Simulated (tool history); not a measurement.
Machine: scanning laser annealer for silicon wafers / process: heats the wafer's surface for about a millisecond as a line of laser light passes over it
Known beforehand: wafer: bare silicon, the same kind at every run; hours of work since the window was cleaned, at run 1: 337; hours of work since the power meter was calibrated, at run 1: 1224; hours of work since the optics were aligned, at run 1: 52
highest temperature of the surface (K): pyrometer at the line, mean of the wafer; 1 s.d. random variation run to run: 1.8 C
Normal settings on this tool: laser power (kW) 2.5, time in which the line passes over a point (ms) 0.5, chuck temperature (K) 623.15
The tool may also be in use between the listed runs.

run,hour,laser power (kW),time in which the line passes over a point (ms),chuck temperature (K),hours of work since the window was cleaned,hours of work since the power meter was calibrated,hours of work since the optics were aligned,highest temperature of the surface (K)
1,0,2.5,0.5,623.15,337,1224,52,1342.15
2,37.3,2.5,0.5,623.15,365,1253,81,1343.15
3,65.9,2.5,0.5,649.15,387,1274,102,1370.15
4,110.5,2.5,0.5,649.15,421,1308,136,1362.15
5,132.9,2.5,0.5,649.15,438,1325,153,1364.15
6,175.7,2.5,0.5,649.15,471,1358,186,1365.15
7,208.3,2.131,0.422,583.15,495,1383,211,1118.15
8,233.6,2.131,0.422,583.15,515,1402,230,1121.15
9,275.1,2.601,0.575,617.15,546,1433,262,1426.15
10,320.3,2.601,0.575,617.15,581,1468,296,1425.15

Here are 3 independent what-if runs from the current tool condition. What would each one return?
A,365.5,2.314,0.432,635.15,615,1502,330,?
B,365.5,2.5,0.5,648.15,615,1502,330,?
C,365.5,2.683,0.37,623.15,615,1502,330,?

run,highest temperature of the surface (K)
A,1239.15
B,1365.15
C,1302.15
Without the tool's hidden state the same runs would have given:
run,highest temperature of the surface (K)
A,1240.15
B,1366.15
C,1303.15
